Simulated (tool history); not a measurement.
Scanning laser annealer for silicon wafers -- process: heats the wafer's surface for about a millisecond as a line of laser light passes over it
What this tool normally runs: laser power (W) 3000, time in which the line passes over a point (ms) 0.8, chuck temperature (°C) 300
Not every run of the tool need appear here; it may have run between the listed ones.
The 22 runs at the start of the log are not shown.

run    day  laser power (W)  time in which the line passes over a point (ms)  chuck temperature (°C)  hours of work since the window was cleaned  hours of work since the power meter was calibrated  hours of work since the optics were aligned  highest temperature of the surface (°C)
 23  6.029             3000                                              0.8                     338                                         279                                                 404                                         1211                                     1073
 24  6.438             3005                                            0.601                     310                                         287                                                 412                                         1219                                      928
 25  6.629             3005                                            0.601                     310                                         290                                                 415                                         1222                                      928
 26  7.033             3005                                            0.601                     310                                         298                                                 423                                         1230                                      927
 27  7.342             3032                                            0.725                     272                                         304                                                 428                                         1236                                      966
 28  7.667             3013                                            0.725                     272                                         310                                                 434                                         1242                                      964
 29  8.004             3000                                             0.93                     266                                         316                                                 441                                         1248                                     1064
 30  8.179             3272                                             0.67                     300                                         319                                                 444                                         1251                                     1014
 31  8.533             2679                                            0.608                     315                                         326                                                 451                                         1258                                      874
 32    8.7             2691                                              0.8                     300                                         329                                                 454                                         1261                                      957
 33  9.058             2803                                             0.75                     316                                         336                                                 460                                         1267                                      975

What will run 34 give?
 34  9.379             2803                                             0.75                     316                                         342                                                 466                                         1273                                        ?

highest temperature of the surface (°C): 973
With the hidden condition absent and the run-to-run variation left alone, this run would have shown highest temperature of the surface (°C) 993.
